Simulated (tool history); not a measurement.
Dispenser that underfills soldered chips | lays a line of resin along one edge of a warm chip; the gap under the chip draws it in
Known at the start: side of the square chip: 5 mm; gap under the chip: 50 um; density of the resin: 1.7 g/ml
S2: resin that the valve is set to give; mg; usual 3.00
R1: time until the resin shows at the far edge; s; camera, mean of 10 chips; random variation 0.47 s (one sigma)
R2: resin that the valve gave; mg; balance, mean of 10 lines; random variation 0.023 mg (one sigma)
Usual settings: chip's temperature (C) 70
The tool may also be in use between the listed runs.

{"run": 1, "hour": 0.0, "chip's temperature (C)": 70, "S2": 3.0, "R1": 41.6, "R2": 2.88}
{"run": 2, "hour": 5.5, "chip's temperature (C)": 70, "S2": 3.0, "R1": 47.6, "R2": 2.88}
{"hour": 11.6, "done": "new syringe of resin"}
{"run": 3, "hour": 12.8, "chip's temperature (C)": 70, "S2": 3.31, "R1": 36.7, "R2": 3.13}
{"run": 4, "hour": 16.2, "chip's temperature (C)": 70, "S2": 3.64, "R1": 40.4, "R2": 3.46}
{"run": 5, "hour": 22.6, "chip's temperature (C)": 70, "S2": 3.0, "R1": 47.7, "R2": 2.83}
{"run": 6, "hour": 26.3, "chip's temperature (C)": 70, "S2": 3.0, "R1": 53.0, "R2": 2.81}

The next listed run, before its measurement:
{"hour": 27.7, "done": "dispensing valve cleaned and set on the balance"}
{"hour": 30.9, "done": "new syringe of resin"}
{"run": 7, "hour": 34.3, "chip's temperature (C)": 78, "S2": 2.59, "R1": "?", "R2": "?"}

Run 7 gave R1 28.6 s, R2 2.57 mg.
Without the tool's hidden state the same run would have given R1 27.0 s, R2 2.57 mg.

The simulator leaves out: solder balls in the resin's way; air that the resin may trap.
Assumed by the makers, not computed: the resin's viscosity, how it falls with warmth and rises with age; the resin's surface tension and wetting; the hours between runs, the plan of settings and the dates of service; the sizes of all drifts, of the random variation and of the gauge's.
